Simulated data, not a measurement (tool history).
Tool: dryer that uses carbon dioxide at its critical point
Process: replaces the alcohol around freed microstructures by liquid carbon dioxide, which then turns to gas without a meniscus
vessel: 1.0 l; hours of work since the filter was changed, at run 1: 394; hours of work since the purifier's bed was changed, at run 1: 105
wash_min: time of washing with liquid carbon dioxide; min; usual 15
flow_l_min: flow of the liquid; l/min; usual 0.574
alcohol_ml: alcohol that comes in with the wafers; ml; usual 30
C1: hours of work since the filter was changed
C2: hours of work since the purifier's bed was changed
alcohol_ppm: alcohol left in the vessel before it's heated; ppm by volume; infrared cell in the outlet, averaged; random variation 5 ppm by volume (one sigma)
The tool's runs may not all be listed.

{"run": 1, "day": 0.0, "wash_min": 15, "flow_l_min": 0.574, "alcohol_ml": 30, "C1": 394, "C2": 105, "alcohol_ppm": 48}
{"run": 2, "day": 2.283, "wash_min": 15, "flow_l_min": 0.574, "alcohol_ml": 30, "C1": 419, "C2": 131, "alcohol_ppm": 53}
{"run": 3, "day": 4.838, "wash_min": 15, "flow_l_min": 0.574, "alcohol_ml": 30, "C1": 448, "C2": 159, "alcohol_ppm": 78}
{"run": 4, "day": 6.538, "wash_min": 15, "flow_l_min": 0.574, "alcohol_ml": 30, "C1": 467, "C2": 178, "alcohol_ppm": 75}
{"run": 5, "day": 8.162, "wash_min": 15, "flow_l_min": 0.574, "alcohol_ml": 30, "C1": 485, "C2": 197, "alcohol_ppm": 83}
{"day": 9.075, "done": "inlet filter changed"}
{"run": 6, "day": 9.688, "wash_min": 15, "flow_l_min": 0.574, "alcohol_ml": 30, "C1": 7, "C2": 213, "alcohol_ppm": 61}
{"run": 7, "day": 12.108, "wash_min": 15, "flow_l_min": 0.574, "alcohol_ml": 30, "C1": 34, "C2": 240, "alcohol_ppm": 56}
{"run": 8, "day": 13.225, "wash_min": 15, "flow_l_min": 0.574, "alcohol_ml": 30, "C1": 46, "C2": 253, "alcohol_ppm": 68}
{"run": 9, "day": 15.442, "wash_min": 15, "flow_l_min": 0.469, "alcohol_ml": 30, "C1": 71, "C2": 277, "alcohol_ppm": 111}
{"run": 10, "day": 17.721, "wash_min": 15, "flow_l_min": 0.574, "alcohol_ml": 117, "C1": 97, "C2": 303, "alcohol_ppm": 109}
{"run": 11, "day": 19.483, "wash_min": 15, "flow_l_min": 0.574, "alcohol_ml": 117, "C1": 116, "C2": 323, "alcohol_ppm": 114}
{"run": 12, "day": 21.642, "wash_min": 15, "flow_l_min": 0.574, "alcohol_ml": 117, "C1": 140, "C2": 347, "alcohol_ppm": 128}
{"run": 13, "day": 22.908, "wash_min": 15, "flow_l_min": 0.574, "alcohol_ml": 29, "C1": 155, "C2": 361, "alcohol_ppm": 84}
{"run": 14, "day": 24.108, "wash_min": 9, "flow_l_min": 0.574, "alcohol_ml": 30, "C1": 168, "C2": 374, "alcohol_ppm": 403}
{"run": 15, "day": 25.75, "wash_min": 9, "flow_l_min": 0.574, "alcohol_ml": 30, "C1": 186, "C2": 393, "alcohol_ppm": 422}
{"run": 16, "day": 27.608, "wash_min": 9, "flow_l_min": 0.574, "alcohol_ml": 30, "C1": 207, "C2": 413, "alcohol_ppm": 419}
{"run": 17, "day": 28.812, "wash_min": 9, "flow_l_min": 0.574, "alcohol_ml": 30, "C1": 220, "C2": 427, "alcohol_ppm": 430}
{"run": 18, "day": 30.95, "wash_min": 16, "flow_l_min": 0.592, "alcohol_ml": 30, "C1": 244, "C2": 451, "alcohol_ppm": 101}
{"run": 19, "day": 32.808, "wash_min": 14, "flow_l_min": 0.638, "alcohol_ml": 30, "C1": 265, "C2": 471, "alcohol_ppm": 115}
{"run": 20, "day": 34.971, "wash_min": 23, "flow_l_min": 0.418, "alcohol_ml": 79, "C1": 289, "C2": 495, "alcohol_ppm": 123}
{"run": 21, "day": 37.362, "wash_min": 23, "flow_l_min": 0.418, "alcohol_ml": 79, "C1": 316, "C2": 522, "alcohol_ppm": 133}
{"run": 22, "day": 39.017, "wash_min": 17, "flow_l_min": 0.345, "alcohol_ml": 41, "C1": 334, "C2": 541, "alcohol_ppm": 433}
{"run": 23, "day": 41.379, "wash_min": 13, "flow_l_min": 0.423, "alcohol_ml": 88, "C1": 361, "C2": 567, "alcohol_ppm": 1106}
{"run": 24, "day": 42.958, "wash_min": 15, "flow_l_min": 0.481, "alcohol_ml": 30, "C1": 378, "C2": 585, "alcohol_ppm": 191}
{"run": 25, "day": 45.538, "wash_min": 15, "flow_l_min": 0.574, "alcohol_ml": 56, "C1": 407, "C2": 613, "alcohol_ppm": 166}
{"run": 26, "day": 47.375, "wash_min": 15, "flow_l_min": 0.411, "alcohol_ml": 56, "C1": 428, "C2": 634, "alcohol_ppm": 565}
{"run": 27, "day": 49.212, "wash_min": 15, "flow_l_min": 0.638, "alcohol_ml": 56, "C1": 448, "C2": 655, "alcohol_ppm": 158}
{"run": 28, "day": 50.888, "wash_min": 13, "flow_l_min": 0.755, "alcohol_ml": 56, "C1": 467, "C2": 673, "alcohol_ppm": 156}
{"run": 29, "day": 52.154, "wash_min": 13, "flow_l_min": 0.755, "alcohol_ml": 56, "C1": 481, "C2": 687, "alcohol_ppm": 163}
{"day": 53.338, "done": "inlet filter changed"}
{"run": 30, "day": 53.85, "wash_min": 13, "flow_l_min": 0.755, "alcohol_ml": 56, "C1": 6, "C2": 706, "alcohol_ppm": 140}
{"run": 31, "day": 56.296, "wash_min": 13, "flow_l_min": 0.821, "alcohol_ml": 42, "C1": 33, "C2": 733, "alcohol_ppm": 146}
{"run": 32, "day": 58.062, "wash_min": 9, "flow_l_min": 0.564, "alcohol_ml": 20, "C1": 53, "C2": 753, "alcohol_ppm": 352}

4 ways to go on from here, each from the tool as it stands after run 32. What would each give?
{"run": "A", "day": 60.375, "wash_min": 15, "flow_l_min": 0.446, "alcohol_ml": 31, "C1": 79, "C2": 779, "alcohol_ppm": "?"}
{"run": "B", "day": 60.375, "wash_min": 21, "flow_l_min": 0.348, "alcohol_ml": 21, "C1": 79, "C2": 779, "alcohol_ppm": "?"}
{"run": "C", "day": 60.375, "wash_min": 11, "flow_l_min": 0.574, "alcohol_ml": 27, "C1": 79, "C2": 779, "alcohol_ppm": "?"}
{"run": "D", "day": 60.375, "wash_min": 17, "flow_l_min": 0.558, "alcohol_ml": 84, "C1": 79, "C2": 779, "alcohol_ppm": "?"}

run=A alcohol_ppm=219
run=B alcohol_ppm=176
run=C alcohol_ppm=233
run=D alcohol_ppm=166
Without the tool's hidden state the same runs would have given:
run=A alcohol_ppm=61
run=B alcohol_ppm=25
run=C alcohol_ppm=75
run=D alcohol_ppm=19
